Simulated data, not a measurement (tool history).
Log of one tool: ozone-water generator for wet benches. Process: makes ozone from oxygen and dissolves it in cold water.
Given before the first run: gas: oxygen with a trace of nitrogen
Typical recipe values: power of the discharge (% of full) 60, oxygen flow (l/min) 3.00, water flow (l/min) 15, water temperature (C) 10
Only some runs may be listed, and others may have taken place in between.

run,hour,power of the discharge (% of full),oxygen flow (l/min),water flow (l/min),water temperature (C),dissolved ozone (ppm),ozone in the gas ahead of the water (g/m3)
1,0.0,60,3.00,15,10,16.4,150.1
2,15.8,60,3.00,15,10,16.2,149.3
3,34.1,60,3.00,15,10,16.1,149.6
4,52.7,60,3.00,15,10,16.1,148.0
5,67.5,60,3.00,15,14,15.6,148.5
# hour 70.0: water thermometer calibrated
6,81.3,60,3.00,15,14,15.5,148.7
7,96.1,63,2.01,15,13,14.8,185.5
8,125.1,63,2.01,15,13,14.8,185.5
9,154.8,41,4.97,11,10,16.4,89.6
10,186.6,54,5.23,18,9,14.3,107.5

Branching from run 10: 5 alternative next runs. What would each branch give?
A,206.3,54,4.63,18,9,?,?
B,206.3,60,3.19,16,16,?,?
C,206.3,97,5.23,9,6,?,?
D,206.3,54,5.23,12,6,?,?
E,206.3,60,4.77,15,5,?,?

run,dissolved ozone (ppm),ozone in the gas ahead of the water (g/m3)
A,13.9,113.2
B,14.5,144.6
C,38.4,169.1
D,20.5,107.2
E,19.0,122.9
The same runs, with their run-to-run variation unchanged, on a tool lacking any hidden condition would have given:
run,dissolved ozone (ppm),ozone in the gas ahead of the water (g/m3)
A,14.4,115.3
B,15.1,147.5
C,40.0,174.0
D,21.1,109.2
E,19.7,125.4
